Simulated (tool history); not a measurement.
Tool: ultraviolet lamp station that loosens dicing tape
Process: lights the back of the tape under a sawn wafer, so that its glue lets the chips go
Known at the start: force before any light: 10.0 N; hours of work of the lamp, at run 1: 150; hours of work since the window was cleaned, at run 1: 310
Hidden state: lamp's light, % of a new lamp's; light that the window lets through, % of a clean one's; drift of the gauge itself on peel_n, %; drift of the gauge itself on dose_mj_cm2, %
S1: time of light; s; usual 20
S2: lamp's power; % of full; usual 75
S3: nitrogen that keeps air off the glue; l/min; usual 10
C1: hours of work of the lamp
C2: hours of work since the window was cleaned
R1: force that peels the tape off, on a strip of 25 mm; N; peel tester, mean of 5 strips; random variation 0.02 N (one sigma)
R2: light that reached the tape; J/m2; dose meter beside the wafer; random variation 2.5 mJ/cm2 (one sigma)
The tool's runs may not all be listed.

run   hour  S1  S2  S3   C1   C2     R1    R2
  1    0.0  20  75  10  150  310  1.299  2610
  2    8.3  20  74  10  157  317  1.279  2540
  3   15.2  12  75  10  162  322  2.912  1600
  4   22.6  12  79  10  168  328  2.713  1620
  5   35.3  12  79  10  178  338  2.798  1650
  6   45.6  12  79  10  186  346  2.779  1590
  7   54.3  12  79  10  193  353  2.785  1600
  8   62.7  20  75  17  200  360  0.978  2480
  9   68.5  40  74  11  205  364  0.218  4940
 10   79.7  26  96  10  213  373  0.403  4150
 11   88.2  39  65   8  220  380  0.478  4240
 12  100.3  39  65   8  230  389  0.490  4150
 13  110.9  39  65   7  238  398  0.589  4170
 14  122.8  24  74   4  247  407  1.874  2860
 15  130.1  24  95   4  253  413  1.209  3710
 16  136.7  24  95   4  258  418  1.263  3680

Forecast each of these 4 alternatives for the next run:
  A  143.4  24  95  10  264  423   ?   ?
  B  143.4  24  79  15  264  423   ?   ?
  C  143.4  11  83   4  264  423   ?   ?
  D  143.4  27  87  17  264  423   ?   ?

run     R1    R2
  A  0.561  3620
  B  0.683  3010
  C  4.249  1510
  D  0.331  3780
Without the tool's hidden state the same runs would have given:
run     R1    R2
  A  0.305  4480
  B  0.386  3730
  C  3.485  1860
  D  0.173  4670
